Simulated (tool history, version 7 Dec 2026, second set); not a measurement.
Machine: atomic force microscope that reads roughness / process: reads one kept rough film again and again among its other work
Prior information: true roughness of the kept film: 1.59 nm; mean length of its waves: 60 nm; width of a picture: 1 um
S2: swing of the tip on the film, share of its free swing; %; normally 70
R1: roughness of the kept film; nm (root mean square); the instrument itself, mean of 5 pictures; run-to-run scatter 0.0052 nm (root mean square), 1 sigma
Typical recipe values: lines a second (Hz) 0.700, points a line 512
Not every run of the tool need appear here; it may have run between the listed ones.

{"run": 1, "day": 0.0, "lines a second (Hz)": 0.7, "S2": 70, "points a line": 512, "R1": 1.511}
{"run": 2, "day": 0.3, "lines a second (Hz)": 0.7, "S2": 70, "points a line": 512, "R1": 1.511}
{"run": 3, "day": 0.738, "lines a second (Hz)": 0.7, "S2": 70, "points a line": 512, "R1": 1.496}
{"run": 4, "day": 1.146, "lines a second (Hz)": 0.7, "S2": 70, "points a line": 512, "R1": 1.502}
{"run": 5, "day": 1.533, "lines a second (Hz)": 0.7, "S2": 70, "points a line": 512, "R1": 1.489}
{"day": 1.808, "done": "new tip fitted"}
{"run": 6, "day": 1.912, "lines a second (Hz)": 0.7, "S2": 70, "points a line": 512, "R1": 1.545}
{"run": 7, "day": 2.35, "lines a second (Hz)": 0.7, "S2": 70, "points a line": 512, "R1": 1.538}
{"run": 8, "day": 2.675, "lines a second (Hz)": 0.7, "S2": 70, "points a line": 512, "R1": 1.54}
{"run": 9, "day": 2.871, "lines a second (Hz)": 0.882, "S2": 59, "points a line": 823, "R1": 1.533}
{"run": 10, "day": 3.108, "lines a second (Hz)": 2.481, "S2": 87, "points a line": 823, "R1": 1.391}
{"run": 11, "day": 3.429, "lines a second (Hz)": 2.039, "S2": 60, "points a line": 688, "R1": 1.506}
{"run": 12, "day": 3.733, "lines a second (Hz)": 2.039, "S2": 60, "points a line": 688, "R1": 1.51}
{"run": 13, "day": 3.979, "lines a second (Hz)": 3.884, "S2": 55, "points a line": 496, "R1": 1.486}
{"run": 14, "day": 4.212, "lines a second (Hz)": 1.619, "S2": 70, "points a line": 744, "R1": 1.49}
{"run": 15, "day": 4.542, "lines a second (Hz)": 0.909, "S2": 78, "points a line": 609, "R1": 1.493}
{"run": 16, "day": 4.996, "lines a second (Hz)": 0.539, "S2": 83, "points a line": 734, "R1": 1.49}

Predict each of these 5 candidate next runs independently; none follows another, all start after run 16:
{"run": "A", "day": 5.262, "lines a second (Hz)": 0.7, "S2": 62, "points a line": 512, "R1": "?"}
{"run": "B", "day": 5.262, "lines a second (Hz)": 1.386, "S2": 87, "points a line": 512, "R1": "?"}
{"run": "C", "day": 5.262, "lines a second (Hz)": 0.911, "S2": 79, "points a line": 361, "R1": "?"}
{"run": "D", "day": 5.262, "lines a second (Hz)": 0.7, "S2": 66, "points a line": 445, "R1": "?"}
{"run": "E", "day": 5.262, "lines a second (Hz)": 0.7, "S2": 87, "points a line": 1010, "R1": "?"}

run=A R1=1.497
run=B R1=1.433
run=C R1=1.471
run=D R1=1.506
run=E R1=1.472
Take away the tool's hidden state, keep each run's random variation, and the runs would have read:
run=A R1=1.545
run=B R1=1.480
run=C R1=1.519
run=D R1=1.554
run=E R1=1.519
